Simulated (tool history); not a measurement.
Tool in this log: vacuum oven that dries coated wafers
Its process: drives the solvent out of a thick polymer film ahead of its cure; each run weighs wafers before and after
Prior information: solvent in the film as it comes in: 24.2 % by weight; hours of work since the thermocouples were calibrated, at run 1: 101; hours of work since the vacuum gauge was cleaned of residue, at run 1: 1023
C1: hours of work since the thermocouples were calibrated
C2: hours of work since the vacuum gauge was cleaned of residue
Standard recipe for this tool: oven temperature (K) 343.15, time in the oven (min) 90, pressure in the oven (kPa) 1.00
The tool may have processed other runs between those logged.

Run 1, hour 0.0: usual settings; C1 101; C2 1023. Result: solvent left in the film (%) 1.344.
Run 2, hour 36.6: usual settings; C1 126; C2 1048. Result: solvent left in the film (%) 1.335.
Run 3, hour 93.3: usual settings; C1 165; C2 1086. Result: solvent left in the film (%) 1.351.
Run 4, hour 149.3: usual settings; C1 203; C2 1125. Result: solvent left in the film (%) 1.348.
Run 5, hour 204.4: usual settings; C1 241; C2 1162. Result: solvent left in the film (%) 1.350.
Run 6, hour 234.8: usual settings; C1 261; C2 1183. Result: solvent left in the film (%) 1.341.
Run 7, hour 260.2: usual settings; C1 279; C2 1200. Result: solvent left in the film (%) 1.350.
Run 8, hour 304.2: usual settings; C1 309; C2 1230. Result: solvent left in the film (%) 1.354.
Run 9, hour 363.6: usual settings; C1 349; C2 1271. Result: solvent left in the film (%) 1.346.
Run 10, hour 423.5: usual settings; C1 390; C2 1312. Result: solvent left in the film (%) 1.374.
Run 11, hour 460.8: usual settings; C1 415; C2 1337. Result: solvent left in the film (%) 1.367.
Run 12, hour 492.5: usual settings but oven temperature (K) 356.15; C1 437; C2 1359. Result: solvent left in the film (%) 0.490.
Run 13, hour 550.6: usual settings but pressure in the oven (kPa) 3.19; C1 477; C2 1398. Result: solvent left in the film (%) 2.494.
Run 14, hour 604.9: usual settings but oven temperature (K) 341.15; C1 514; C2 1435. Result: solvent left in the film (%) 1.643.
Run 15, hour 641.3: usual settings but oven temperature (K) 341.15; C1 539; C2 1460. Result: solvent left in the film (%) 1.649.
Run 16, hour 674.0: usual settings but oven temperature (K) 341.15; C1 561; C2 1482. Result: solvent left in the film (%) 1.641.
At hour 680.3: vacuum gauge cleaned of residue and calibrated.
Run 17, hour 707.8: usual settings but oven temperature (K) 341.15; C1 583; C2 19. Result: solvent left in the film (%) 1.357.
Run 18, hour 750.2: usual settings but pressure in the oven (kPa) 3.80; C1 612; C2 48. Result: solvent left in the film (%) 2.550.
Run 19, hour 804.3: usual settings but pressure in the oven (kPa) 3.80; C1 649; C2 85. Result: solvent left in the film (%) 2.534.
Run 20, hour 846.6: usual settings but oven temperature (K) 329.15, pressure in the oven (kPa) 3.80; C1 678; C2 113. Result: solvent left in the film (%) 6.537.
Run 21, hour 909.8: usual settings but oven temperature (K) 329.15, pressure in the oven (kPa) 3.80; C1 721; C2 157. Result: solvent left in the film (%) 6.514.
Run 22, hour 968.7: usual settings but oven temperature (K) 329.15, pressure in the oven (kPa) 3.80; C1 761; C2 197. Result: solvent left in the film (%) 6.507.
At hour 980.9: oven's thermocouples calibrated.
Run 23, hour 996.3: usual settings; C1 10; C2 214. Result: solvent left in the film (%) 1.213.
Run 24, hour 1039.0: usual settings but oven temperature (K) 328.15, time in the oven (min) 97, pressure in the oven (kPa) 1.12; C1 40; C2 243. Result: solvent left in the film (%) 4.447.
Run 25, hour 1100.3: usual settings but oven temperature (K) 328.15, time in the oven (min) 97, pressure in the oven (kPa) 1.12; C1 81; C2 285. Result: solvent left in the film (%) 4.460.
Run 26, hour 1136.3: usual settings but oven temperature (K) 328.15, time in the oven (min) 46, pressure in the oven (kPa) 1.12; C1 106; C2 310. Result: solvent left in the film (%) 9.307.
Run 27, hour 1174.0: usual settings but time in the oven (min) 121, pressure in the oven (kPa) 0.92; C1 132; C2 335. Result: solvent left in the film (%) 0.740.
Run 28, hour 1235.7: usual settings but oven temperature (K) 344.15, time in the oven (min) 51, pressure in the oven (kPa) 1.31; C1 174; C2 377. Result: solvent left in the film (%) 3.195.
Run 29, hour 1285.9: usual settings but oven temperature (K) 344.15, time in the oven (min) 51, pressure in the oven (kPa) 1.31; C1 208; C2 412. Result: solvent left in the film (%) 3.189.
Run 30, hour 1321.1: usual settings but oven temperature (K) 339.15, time in the oven (min) 46, pressure in the oven (kPa) 0.89; C1 232; C2 436. Result: solvent left in the film (%) 5.088.
Run 31, hour 1370.3: usual settings but oven temperature (K) 349.15, time in the oven (min) 56, pressure in the oven (kPa) 0.81; C1 266; C2 469. Result: solvent left in the film (%) 1.536.
Run 32, hour 1419.4: usual settings but oven temperature (K) 349.15, time in the oven (min) 56, pressure in the oven (kPa) 0.81; C1 299; C2 503. Result: solvent left in the film (%) 1.535.
Run 33, hour 1480.6: usual settings but oven temperature (K) 336.15, pressure in the oven (kPa) 0.55; C1 341; C2 544. Result: solvent left in the film (%) 2.135.
Run 34, hour 1543.6: usual settings but oven temperature (K) 336.15, time in the oven (min) 51, pressure in the oven (kPa) 1.17; C1 384; C2 587. Result: solvent left in the film (%) 5.561.
Run 35, hour 1571.6: usual settings but oven temperature (K) 335.15, time in the oven (min) 59; C1 403; C2 606. Result: solvent left in the film (%) 4.891.
Run 36, hour 1626.9: usual settings but oven temperature (K) 350.15, time in the oven (min) 81, pressure in the oven (kPa) 0.75; C1 441; C2 644. Result: solvent left in the film (%) 0.648.
Run 37, hour 1683.3: usual settings but oven temperature (K) 328.15, time in the oven (min) 87, pressure in the oven (kPa) 1.38; C1 479; C2 683. Result: solvent left in the film (%) 5.309.
Run 38, hour 1721.8: usual settings but oven temperature (K) 328.15, time in the oven (min) 87, pressure in the oven (kPa) 1.38; C1 505; C2 709. Result: solvent left in the film (%) 5.297.
Run 39, hour 1775.2: usual settings but oven temperature (K) 330.15, time in the oven (min) 56, pressure in the oven (kPa) 1.45; C1 542; C2 745. Result: solvent left in the film (%) 7.390.
Run 40, hour 1804.1: usual settings but time in the oven (min) 123; C1 561; C2 765. Result: solvent left in the film (%) 0.840.
Run 41, hour 1852.4: usual settings but oven temperature (K) 357.15, time in the oven (min) 97, pressure in the oven (kPa) 0.54; C1 594; C2 798. Result: solvent left in the film (%) 0.256.
Run 42, hour 1878.3: usual settings but oven temperature (K) 333.15, time in the oven (min) 136, pressure in the oven (kPa) 3.68; C1 612; C2 816. Result: solvent left in the film (%) 3.907.
Run 43, hour 1904.8: usual settings but oven temperature (K) 334.15, time in the oven (min) 92, pressure in the oven (kPa) 0.81; C1 630; C2 834. Result: solvent left in the film (%) 2.699.
Run 44, hour 1966.9: usual settings but oven temperature (K) 341.15, time in the oven (min) 92, pressure in the oven (kPa) 0.81; C1 672; C2 876. Result: solvent left in the film (%) 1.370.
Run 45, hour 2028.8: usual settings but time in the oven (min) 133, pressure in the oven (kPa) 3.75; C1 715; C2 918. Result: solvent left in the film (%) 2.275.

Some steps in solvent left in the film (%) between neighbouring runs. How much of each would the tool show without its hidden state too (settings, what came in, random variation), and how much is left for the hidden state, with any gauge scatter that isn't in both results?
What the log doesn't record here: true wafer temperature over the reading, C; true pressure over the reading, kPa; drift of the gauge itself on solvent_pct, %.
Run 16 -> 17: vacuum gauge cleaned of residue and calibrated. solvent left in the film (%) -0.284: hidden state -0.308, all else +0.024.
Run 19 -> 20: oven temperature (K) 343.15 -> 329.15. solvent left in the film (%) +4.003: hidden state -0.137, all else +4.140.
Run 22 -> 23: oven temperature (K) 329.15 -> 343.15, pressure in the oven (kPa) 3.80 -> 1.00, oven's thermocouples calibrated. solvent left in the film (%) -5.294: hidden state +0.290, all else -5.584.
Run 26 -> 27: oven temperature (K) 328.15 -> 343.15, time in the oven (min) 46 -> 121, pressure in the oven (kPa) 1.12 -> 0.92. solvent left in the film (%) -8.567: hidden state -0.027, all else -8.540.
Run 39 -> 40: oven temperature (K) 330.15 -> 343.15, time in the oven (min) 56 -> 123, pressure in the oven (kPa) 1.45 -> 1.00. solvent left in the film (%) -6.550: hidden state +0.083, all else -6.633.
